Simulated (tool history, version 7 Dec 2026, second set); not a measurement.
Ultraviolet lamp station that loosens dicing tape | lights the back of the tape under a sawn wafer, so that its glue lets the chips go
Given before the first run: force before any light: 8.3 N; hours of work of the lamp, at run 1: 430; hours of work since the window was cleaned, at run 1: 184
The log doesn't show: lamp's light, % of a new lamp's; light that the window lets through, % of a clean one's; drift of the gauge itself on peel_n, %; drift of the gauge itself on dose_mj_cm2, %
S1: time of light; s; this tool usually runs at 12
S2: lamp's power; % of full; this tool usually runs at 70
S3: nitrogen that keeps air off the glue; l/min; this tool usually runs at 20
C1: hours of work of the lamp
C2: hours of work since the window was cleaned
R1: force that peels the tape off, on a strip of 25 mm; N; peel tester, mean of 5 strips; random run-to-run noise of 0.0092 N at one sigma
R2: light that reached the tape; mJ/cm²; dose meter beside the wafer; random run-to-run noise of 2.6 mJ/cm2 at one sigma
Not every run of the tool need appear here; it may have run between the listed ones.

run 1 hour=0 | S1=12 S2=70 S3=20 | C1=430 C2=184 | R1=0.617 R2=270
run 2 hour=40.5 | S1=12 S2=79 S3=20 | C1=456 C2=209 | R1=0.481 R2=304
run 3 hour=98.8 | S1=12 S2=79 S3=20 | C1=493 C2=246 | R1=0.503 R2=295
run 4 hour=134.5 | S1=15 S2=70 S3=20 | C1=515 C2=268 | R1=0.392 R2=322
run 5 hour=172 | S1=15 S2=70 S3=20 | C1=539 C2=292 | R1=0.417 R2=316
-- hour=175.1 window cleaned of glue's vapour
run 6 hour=210.8 | S1=15 S2=80 S3=20 | C1=563 C2=22 | R1=0.314 R2=354
run 7 hour=264.9 | S1=15 S2=80 S3=20 | C1=597 C2=57 | R1=0.331 R2=348

The next listed run, before its measurement:
run 8 hour=322.6 | S1=15 S2=70 S3=8 | C1=633 C2=93 | R1=? R2=?

Run 8 came out at R1 1.092 N, R2 297 mJ/cm².
Were there no unlogged condition in the tool, this run, its random variation unchanged, would have produced R1 0.547 N, R2 411 mJ/cm².
